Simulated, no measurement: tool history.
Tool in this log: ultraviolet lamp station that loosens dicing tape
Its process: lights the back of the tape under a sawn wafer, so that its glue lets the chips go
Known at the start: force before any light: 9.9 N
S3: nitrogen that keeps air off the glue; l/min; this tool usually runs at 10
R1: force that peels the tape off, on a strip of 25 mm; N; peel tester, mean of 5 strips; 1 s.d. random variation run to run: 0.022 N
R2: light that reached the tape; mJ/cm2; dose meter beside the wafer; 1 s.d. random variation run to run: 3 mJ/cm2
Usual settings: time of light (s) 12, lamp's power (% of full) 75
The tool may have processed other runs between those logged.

run 1 hour=0 | time_of_light_(s)=12 lamp's_power_(%_of_full)=75 S3=10 | R1=1.414 R2=371
run 2 hour=23.8 | time_of_light_(s)=12 lamp's_power_(%_of_full)=75 S3=10 | R1=1.501 R2=369
run 3 hour=63.7 | time_of_light_(s)=12 lamp's_power_(%_of_full)=63 S3=10 | R1=1.98 R2=312
run 4 hour=104.6 | time_of_light_(s)=12 lamp's_power_(%_of_full)=63 S3=10 | R1=2.046 R2=305
run 5 hour=135.1 | time_of_light_(s)=12 lamp's_power_(%_of_full)=75 S3=10 | R1=1.562 R2=356
run 6 hour=176.7 | time_of_light_(s)=12 lamp's_power_(%_of_full)=75 S3=4 | R1=2.568 R2=352
run 7 hour=208.6 | time_of_light_(s)=12 lamp's_power_(%_of_full)=75 S3=4 | R1=2.484 R2=346
-- hour=212.3 window cleaned of glue's vapour
run 8 hour=226.9 | time_of_light_(s)=12 lamp's_power_(%_of_full)=75 S3=10 | R1=1.786 R2=339
run 9 hour=255.1 | time_of_light_(s)=12 lamp's_power_(%_of_full)=75 S3=10 | R1=1.802 R2=332
run 10 hour=291.4 | time_of_light_(s)=12 lamp's_power_(%_of_full)=75 S3=5 | R1=2.427 R2=324
run 11 hour=327.7 | time_of_light_(s)=12 lamp's_power_(%_of_full)=75 S3=5 | R1=2.507 R2=326
run 12 hour=362.9 | time_of_light_(s)=15 lamp's_power_(%_of_full)=65 S3=3 | R1=2.876 R2=350
-- hour=378.3 window cleaned of glue's vapour, once more
run 13 hour=389.9 | time_of_light_(s)=12 lamp's_power_(%_of_full)=94 S3=10 | R1=1.07 R2=438
run 14 hour=426.3 | time_of_light_(s)=12 lamp's_power_(%_of_full)=94 S3=10 | R1=1.11 R2=429
run 15 hour=452.1 | time_of_light_(s)=12 lamp's_power_(%_of_full)=74 S3=4 | R1=2.553 R2=335
run 16 hour=489.8 | time_of_light_(s)=9 lamp's_power_(%_of_full)=74 S3=4 | R1=3.622 R2=250
run 17 hour=507.9 | time_of_light_(s)=9 lamp's_power_(%_of_full)=92 S3=8 | R1=2.163 R2=312
run 18 hour=529 | time_of_light_(s)=8 lamp's_power_(%_of_full)=83 S3=10 | R1=2.792 R2=241
run 19 hour=558.4 | time_of_light_(s)=17 lamp's_power_(%_of_full)=70 S3=10 | R1=1.101 R2=429
run 20 hour=586.4 | time_of_light_(s)=8 lamp's_power_(%_of_full)=89 S3=6 | R1=3.243 R2=256
run 21 hour=603.2 | time_of_light_(s)=8 lamp's_power_(%_of_full)=74 S3=5 | R1=4.221 R2=209
run 22 hour=624.4 | time_of_light_(s)=8 lamp's_power_(%_of_full)=74 S3=5 | R1=4.156 R2=203

Predict each of these 3 candidate next runs independently; none follows another, all start after run 22:
run A hour=644.3 | time_of_light_(s)=15 lamp's_power_(%_of_full)=64 S3=17 | R1=? R2=?
run B hour=644.3 | time_of_light_(s)=12 lamp's_power_(%_of_full)=75 S3=10 | R1=? R2=?
run C hour=644.3 | time_of_light_(s)=14 lamp's_power_(%_of_full)=75 S3=10 | R1=? R2=?

run=A R1=1.531 R2=338
run=B R1=1.964 R2=312
run=C R1=1.537 R2=366
With the hidden condition removed and each run's random variation left untouched, the same runs would have given:
run=A R1=0.732 R2=475
run=B R1=1.041 R2=440
run=C R1=0.739 R2=515
